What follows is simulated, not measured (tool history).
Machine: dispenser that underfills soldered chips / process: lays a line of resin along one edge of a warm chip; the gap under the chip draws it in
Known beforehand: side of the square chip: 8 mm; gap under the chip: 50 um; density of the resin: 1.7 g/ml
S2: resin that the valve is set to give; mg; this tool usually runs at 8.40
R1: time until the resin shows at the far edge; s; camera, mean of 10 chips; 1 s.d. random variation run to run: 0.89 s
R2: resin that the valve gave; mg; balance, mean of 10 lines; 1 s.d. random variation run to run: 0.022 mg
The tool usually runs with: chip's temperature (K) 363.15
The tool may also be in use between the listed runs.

{"run": 1, "day": 0.0, "chip's temperature (K)": 363.15, "S2": 8.4, "R1": 82.3, "R2": 8.14}
{"day": 0.3, "done": "dispensing valve cleaned and set on the balance"}
{"day": 0.342, "done": "new syringe of resin"}
{"run": 2, "day": 0.521, "chip's temperature (K)": 366.15, "S2": 8.4, "R1": 96.3, "R2": 8.4}
{"day": 0.671, "done": "new syringe of resin"}
{"run": 3, "day": 0.925, "chip's temperature (K)": 366.15, "S2": 8.4, "R1": 103.3, "R2": 8.32}
{"day": 0.975, "done": "new syringe of resin"}
{"day": 1.288, "done": "new syringe of resin"}
{"run": 4, "day": 1.446, "chip's temperature (K)": 363.15, "S2": 7.16, "R1": 100.7, "R2": 7.04}
{"day": 1.6, "done": "new syringe of resin"}
{"run": 5, "day": 1.775, "chip's temperature (K)": 363.15, "S2": 7.16, "R1": 107.7, "R2": 7.02}
{"day": 1.904, "done": "new syringe of resin"}
{"run": 6, "day": 2.046, "chip's temperature (K)": 363.15, "S2": 7.16, "R1": 103.7, "R2": 6.96}
{"day": 2.225, "done": "new syringe of resin"}
{"run": 7, "day": 2.396, "chip's temperature (K)": 363.15, "S2": 8.12, "R1": 102.4, "R2": 7.84}
{"day": 2.554, "done": "new syringe of resin"}
{"run": 8, "day": 2.796, "chip's temperature (K)": 363.15, "S2": 8.12, "R1": 113.4, "R2": 7.81}
{"day": 2.888, "done": "new syringe of resin"}
{"day": 2.958, "done": "dispensing valve cleaned and set on the balance"}
{"run": 9, "day": 3.088, "chip's temperature (K)": 357.15, "S2": 8.4, "R1": 117.4, "R2": 8.42}
{"day": 3.242, "done": "new syringe of resin"}
{"run": 10, "day": 3.492, "chip's temperature (K)": 363.15, "S2": 8.4, "R1": 114.5, "R2": 8.34}
{"day": 3.554, "done": "new syringe of resin"}
{"run": 11, "day": 3.721, "chip's temperature (K)": 349.15, "S2": 8.4, "R1": 154.3, "R2": 8.33}
{"day": 3.892, "done": "new syringe of resin"}
{"run": 12, "day": 4.133, "chip's temperature (K)": 349.15, "S2": 8.4, "R1": 164.9, "R2": 8.26}
{"day": 4.192, "done": "new syringe of resin"}
{"day": 4.512, "done": "new syringe of resin"}
{"run": 13, "day": 4.638, "chip's temperature (K)": 349.15, "S2": 8.4, "R1": 145.1, "R2": 8.21}
{"day": 4.817, "done": "new syringe of resin"}
{"day": 5.133, "done": "new syringe of resin"}
{"run": 14, "day": 5.179, "chip's temperature (K)": 349.15, "S2": 8.4, "R1": 132.1, "R2": 8.12}
{"day": 5.442, "done": "new syringe of resin"}
{"day": 5.608, "done": "dispensing valve cleaned and set on the balance"}
{"run": 15, "day": 5.7, "chip's temperature (K)": 374.15, "S2": 7.19, "R1": 85.0, "R2": 7.16}
{"day": 5.817, "done": "new syringe of resin"}
{"day": 6.142, "done": "new syringe of resin"}
{"run": 16, "day": 6.246, "chip's temperature (K)": 374.15, "S2": 7.19, "R1": 71.6, "R2": 7.1}
{"day": 6.454, "done": "new syringe of resin"}
{"run": 17, "day": 6.712, "chip's temperature (K)": 374.15, "S2": 7.19, "R1": 88.5, "R2": 7.04}
{"day": 6.771, "done": "new syringe of resin"}
{"day": 7.067, "done": "new syringe of resin"}
{"run": 18, "day": 7.25, "chip's temperature (K)": 349.15, "S2": 7.19, "R1": 161.4, "R2": 6.99}
{"day": 7.379, "done": "new syringe of resin"}
{"day": 7.688, "done": "new syringe of resin"}
{"run": 19, "day": 7.688, "chip's temperature (K)": 363.15, "S2": 9.9, "R1": 79.9, "R2": 9.57}
{"day": 8.025, "done": "new syringe of resin"}
{"run": 20, "day": 8.054, "chip's temperature (K)": 366.15, "S2": 7.91, "R1": 79.9, "R2": 7.63}
{"day": 8.262, "done": "dispensing valve cleaned and set on the balance"}
{"day": 8.379, "done": "new syringe of resin"}
{"run": 21, "day": 8.512, "chip's temperature (K)": 362.15, "S2": 10.2, "R1": 97.0, "R2": 10.11}
{"day": 8.696, "done": "new syringe of resin"}
{"day": 9.004, "done": "new syringe of resin"}
{"run": 22, "day": 9.004, "chip's temperature (K)": 354.15, "S2": 10.42, "R1": 102.7, "R2": 10.24}
{"day": 9.333, "done": "new syringe of resin"}
{"run": 23, "day": 9.471, "chip's temperature (K)": 364.15, "S2": 7.66, "R1": 98.7, "R2": 7.5}
{"day": 9.646, "done": "new syringe of resin"}
{"run": 24, "day": 9.779, "chip's temperature (K)": 364.15, "S2": 7.66, "R1": 97.8, "R2": 7.45}
{"day": 9.975, "done": "new syringe of resin"}
{"run": 25, "day": 10.029, "chip's temperature (K)": 377.15, "S2": 8.1, "R1": 59.9, "R2": 7.87}
{"day": 10.283, "done": "new syringe of resin"}
{"run": 26, "day": 10.283, "chip's temperature (K)": 349.15, "S2": 10.87, "R1": 120.0, "R2": 10.49}
{"run": 27, "day": 10.562, "chip's temperature (K)": 374.15, "S2": 10.56, "R1": 84.9, "R2": 10.13}

Some steps in R1 between neighbouring runs. How much of each would the tool show without its hidden state too (settings, what came in, random variation), and how much is left for the hidden state, with any gauge scatter that isn't in both results?
The hidden state here: resin's viscosity, % of fresh resin's; dose that the valve gives, % of what is set; true chip temperature over the reading, C; drift of the gauge itself on fill_s, %; drift of the gauge itself on given_mg, %.
Run 17 -> 18: chip's temperature (K) 374.15 -> 349.15, new syringe of resin, new syringe of resin. R1 +72.9 s: hidden state +5.7, all else +67.2.
Run 18 -> 19: chip's temperature (K) 349.15 -> 363.15, S2 7.19 -> 9.90, new syringe of resin, new syringe of resin. R1 -81.5 s: hidden state -33.9, all else -47.6.
Run 26 -> 27: chip's temperature (K) 349.15 -> 374.15, S2 10.87 -> 10.56. R1 -35.1 s: hidden state +28.4, all else -63.5.
